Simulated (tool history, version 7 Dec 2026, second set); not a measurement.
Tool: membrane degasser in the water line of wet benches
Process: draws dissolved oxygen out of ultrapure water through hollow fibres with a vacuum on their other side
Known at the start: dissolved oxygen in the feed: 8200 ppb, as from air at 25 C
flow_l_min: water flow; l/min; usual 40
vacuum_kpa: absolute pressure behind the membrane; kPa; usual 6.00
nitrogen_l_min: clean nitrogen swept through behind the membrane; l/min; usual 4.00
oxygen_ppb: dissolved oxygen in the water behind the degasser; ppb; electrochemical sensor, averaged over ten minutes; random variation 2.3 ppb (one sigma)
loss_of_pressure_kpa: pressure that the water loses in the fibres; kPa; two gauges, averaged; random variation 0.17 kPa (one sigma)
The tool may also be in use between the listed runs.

run    hour  flow_l_min  vacuum_kpa  nitrogen_l_min  oxygen_ppb  loss_of_pressure_kpa
  1     0.0          40        6.00            4.00       245.0                 29.16
  2   179.4          40        6.00            4.00       242.3                 29.29
  3   312.6          40        6.00            4.00       246.4                 29.36
  4   454.7          40        6.00            4.00       245.7                 28.96
  5   567.4          40        6.00            1.90       314.7                 29.02
  6   700.2          40        6.00            1.90       309.3                 29.31
  7   865.8          40        6.00            4.00       250.5                 29.47
  8  1012.5          40        6.00            4.00       250.1                 29.23
  9  1107.3          40        6.00            8.68       215.1                 29.59
 10  1209.8          40        6.00            2.07       310.4                 29.19
 11  1372.3          40        6.00            2.07       307.7                 29.50
 12  1554.6          39        6.00            2.07       299.1                 28.58
 13  1726.5          39        6.00            2.07       303.0                 28.73
     1822.2  -- vacuum gauge calibrated
 14  1908.5          40        6.00           11.91       208.6                 29.83
 15  2092.7          40        6.00            2.33       292.7                 29.83
 16  2195.4          40       11.13            4.00       370.7                 29.32
 17  2316.0          40        4.42            1.66       252.9                 29.70
 18  2426.1          35        9.07            5.19       238.0                 26.03
 19  2600.4          55       12.11            5.33       542.6                 41.11
 20  2726.8          62        8.84            6.44       537.2                 46.13
 21  2921.8          63       12.56            4.00       712.7                 46.95
 22  3030.2          51        6.00            8.74       340.8                 38.12
 23  3110.5          60        5.39            7.46       441.3                 44.88
 24  3218.5          26        6.00            6.20       104.5                 19.50
 25  3350.2          28       10.14           10.57       138.3                 20.97
 26  3478.9          40        5.62            2.54       286.9                 30.24
 27  3613.2          49        5.62            2.91       375.8                 36.76
 28  3737.5          35        8.70            2.84       311.7                 26.34
 29  3899.0          35        8.70            2.84       305.5                 26.23
 30  4015.3          36        8.70            8.05       218.5                 27.10
 31  4163.4          60        8.70            9.86       472.8                 45.10

Forecast each of these 5 alternatives for the next run:
  A  4271.7          40        8.22            4.00           ?                     ?
  B  4271.7          25       12.72            5.68           ?                     ?
  C  4271.7          47        3.60            9.86           ?                     ?
  D  4271.7          42        4.88            9.86           ?                     ?
  E  4271.7          31        6.00           11.50           ?                     ?

run  oxygen_ppb  loss_of_pressure_kpa
  A       313.3                 30.08
  B       171.0                 18.99
  C       280.8                 35.33
  D       242.8                 31.86
  E       136.4                 23.34
Without the tool's hidden state the same runs would have given:
run  oxygen_ppb  loss_of_pressure_kpa
  A       277.4                 28.73
  B       154.1                 18.14
  C       238.0                 33.75
  D       205.9                 30.44
  E       114.0                 22.29

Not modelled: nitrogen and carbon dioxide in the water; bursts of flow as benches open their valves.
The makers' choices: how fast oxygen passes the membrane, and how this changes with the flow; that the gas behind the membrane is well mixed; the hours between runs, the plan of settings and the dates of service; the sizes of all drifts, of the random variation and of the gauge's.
